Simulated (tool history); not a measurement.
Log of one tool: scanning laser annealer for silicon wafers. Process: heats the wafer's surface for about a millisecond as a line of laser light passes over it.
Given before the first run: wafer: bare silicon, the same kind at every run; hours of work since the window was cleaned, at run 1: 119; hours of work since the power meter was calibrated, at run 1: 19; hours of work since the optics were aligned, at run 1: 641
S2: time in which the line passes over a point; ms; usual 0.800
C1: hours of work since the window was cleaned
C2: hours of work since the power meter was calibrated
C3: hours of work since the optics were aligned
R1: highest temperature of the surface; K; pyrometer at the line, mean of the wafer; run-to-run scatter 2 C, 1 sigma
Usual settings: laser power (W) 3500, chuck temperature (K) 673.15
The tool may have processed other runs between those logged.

Run 1, hour 0.0: usual settings; C1 119; C2 19; C3 641. Result: R1 1521.15 K.
Run 2, hour 12.3: usual settings; C1 126; C2 26; C3 648. Result: R1 1520.15 K.
Run 3, hour 22.3: usual settings; C1 132; C2 32; C3 654. Result: R1 1521.15 K.
Run 4, hour 35.5: usual settings but S2 0.909 ms; C1 140; C2 40; C3 662. Result: R1 1569.15 K.
Run 5, hour 42.2: usual settings; C1 143; C2 44; C3 666. Result: R1 1519.15 K.
Run 6, hour 52.2: usual settings but chuck temperature (K) 665.15; C1 149; C2 50; C3 672. Result: R1 1515.15 K.
Run 7, hour 65.4: usual settings but chuck temperature (K) 665.15; C1 157; C2 57; C3 679. Result: R1 1510.15 K.
Run 8, hour 73.9: usual settings but chuck temperature (K) 665.15; C1 162; C2 62; C3 684. Result: R1 1513.15 K.
Run 9, hour 86.2: usual settings but chuck temperature (K) 665.15; C1 169; C2 69; C3 691. Result: R1 1514.15 K.
Run 10, hour 99.1: usual settings but chuck temperature (K) 665.15; C1 177; C2 77; C3 699. Result: R1 1511.15 K.
Run 11, hour 107.5: usual settings but chuck temperature (K) 665.15; C1 181; C2 82; C3 704. Result: R1 1514.15 K.
Run 12, hour 121.0: usual settings but chuck temperature (K) 665.15; C1 189; C2 90; C3 712. Result: R1 1513.15 K.

Predict the results of run 13:
Run 13, hour 131.9: usual settings but laser power (W) 3138, S2 0.750 ms, chuck temperature (K) 692.15; C1 196; C2 96; C3 718. Result: R1 ?.

Logged for run 13: R1 1416.15 K.
With no hidden state in the tool, this same run would have given R1 1416.15 K.

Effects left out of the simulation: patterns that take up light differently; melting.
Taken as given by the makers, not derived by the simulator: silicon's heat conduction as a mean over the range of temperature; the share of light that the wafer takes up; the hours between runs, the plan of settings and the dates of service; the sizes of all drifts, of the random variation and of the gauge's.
